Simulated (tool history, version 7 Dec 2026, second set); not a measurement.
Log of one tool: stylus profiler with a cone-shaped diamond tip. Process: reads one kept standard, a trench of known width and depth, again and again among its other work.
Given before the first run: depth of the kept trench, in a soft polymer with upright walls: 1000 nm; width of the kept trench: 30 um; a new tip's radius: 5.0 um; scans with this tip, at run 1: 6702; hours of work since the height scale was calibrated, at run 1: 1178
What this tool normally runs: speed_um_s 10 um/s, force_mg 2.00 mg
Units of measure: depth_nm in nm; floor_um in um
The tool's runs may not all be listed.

| run | hour | speed_um_s | force_mg | scans with this tip | hours of work since the height scale was calibrated | depth_nm | floor_um |
|---|---|---|---|---|---|---|---|
| 1 | 0.0 | 10 | 2.00 | 6702 | 1178 | 1010.50 | 23.94 |
| 2 | 36.4 | 10 | 3.00 | 6829 | 1201 | 1013.35 | 23.99 |
| 3 | 84.7 | 10 | 3.00 | 6997 | 1230 | 1013.38 | 23.95 |
| 4 | 134.3 | 10 | 3.00 | 7169 | 1261 | 1013.67 | 23.95 |
| 5 | 191.5 | 10 | 3.00 | 7368 | 1295 | 1013.68 | 23.97 |
| 6 | 250.6 | 10 | 3.00 | 7573 | 1332 | 1013.84 | 23.95 |
| 7 | 311.0 | 10 | 3.00 | 7783 | 1368 | 1013.32 | 23.91 |
| 8 | 339.4 | 10 | 3.00 | 7881 | 1386 | 1013.79 | 23.91 |
| 9 | 397.4 | 12 | 2.00 | 8083 | 1421 | 1010.00 | 23.88 |
| 10 | 430.0 | 12 | 2.00 | 8196 | 1441 | 1010.37 | 23.90 |
| 11 | 486.4 | 12 | 2.00 | 8392 | 1476 | 1010.58 | 23.90 |
| 12 | 550.1 | 10 | 2.00 | 8613 | 1515 | 1010.36 | 23.91 |
| 13 | 586.0 | 10 | 2.00 | 8738 | 1536 | 1010.67 | 23.96 |
| 14 | 621.3 | 7 | 2.00 | 8861 | 1558 | 1010.49 | 23.92 |
| 15 | 660.1 | 6 | 2.00 | 8996 | 1582 | 1010.14 | 24.03 |
| 16 | 695.3 | 6 | 2.00 | 9118 | 1603 | 1009.81 | 23.95 |
| 17 | 749.3 | 6 | 2.00 | 9306 | 1636 | 1010.32 | 23.94 |
| 18 | 806.2 | 7 | 2.00 | 9503 | 1671 | 1010.47 | 23.99 |
| 19 | 865.6 | 10 | 2.00 | 9709 | 1707 | 1010.27 | 23.89 |
| 20 | 895.8 | 10 | 2.00 | 9814 | 1726 | 1010.37 | 23.90 |
| 21 | 924.2 | 10 | 2.00 | 9913 | 1743 | 1010.55 | 23.98 |
| 22 | 970.0 | 10 | 0.79 | 10072 | 1771 | 1005.46 | 23.93 |
| 23 | 1027.0 | 6 | 1.60 | 10270 | 1806 | 1008.83 | 23.89 |
| 24 | 1069.6 | 6 | 1.60 | 10418 | 1832 | 1008.92 | 24.03 |
| 25 | 1127.2 | 5 | 2.23 | 10618 | 1867 | 1010.89 | 23.91 |
| 26 | 1161.4 | 5 | 2.23 | 10737 | 1888 | 1010.62 | 24.01 |
| 27 | 1222.9 | 16 | 0.68 | 10951 | 1926 | 1004.74 | 23.82 |
| 28 | 1256.7 | 16 | 0.68 | 11068 | 1946 | 1004.92 | 23.78 |
| 29 | 1305.4 | 6 | 1.99 | 11237 | 1976 | 1010.33 | 23.97 |
| 30 | 1352.7 | 6 | 1.99 | 11402 | 2005 | 1010.27 | 24.01 |
| 31 | 1388.4 | 4 | 0.86 | 11526 | 2027 | 1006.03 | 23.95 |
| 32 | 1448.2 | 4 | 0.86 | 11733 | 2063 | 1006.14 | 23.95 |
| 33 | 1481.5 | 4 | 0.86 | 11849 | 2083 | 1005.76 | 23.96 |
| 34 | 1534.3 | 6 | 1.70 | 12032 | 2116 | 1009.26 | 23.90 |
|  | 1548.1 | height scale calibrated on a step standard |
| 35 | 1560.7 | 6 | 1.70 | 12122 | 8 | 1009.60 | 23.95 |
| 36 | 1603.3 | 4 | 1.72 | 12270 | 34 | 1009.35 | 23.98 |
| 37 | 1661.0 | 4 | 1.72 | 12471 | 69 | 1009.54 | 23.99 |

Here are 4 independent what-if runs from the current tool condition. What would each one return?
| A | 1707.3 | 3 | 3.67 | 12632 | 97 | ? | ? |
| B | 1707.3 | 28 | 5.86 | 12632 | 97 | ? | ? |
| C | 1707.3 | 30 | 0.78 | 12632 | 97 | ? | ? |
| D | 1707.3 | 13 | 1.21 | 12632 | 97 | ? | ? |

| run | depth_nm | floor_um |
|---|---|---|
| A | 1015.91 | 24.02 |
| B | 1021.22 | 23.87 |
| C | 1005.30 | 23.63 |
| D | 1007.00 | 23.88 |
Stripped of hidden state, with their random variation kept, the same runs would have yielded:
| run | depth_nm | floor_um |
|---|---|---|
| A | 1015.91 | 24.03 |
| B | 1021.22 | 23.88 |
| C | 1005.30 | 23.64 |
| D | 1007.00 | 23.89 |
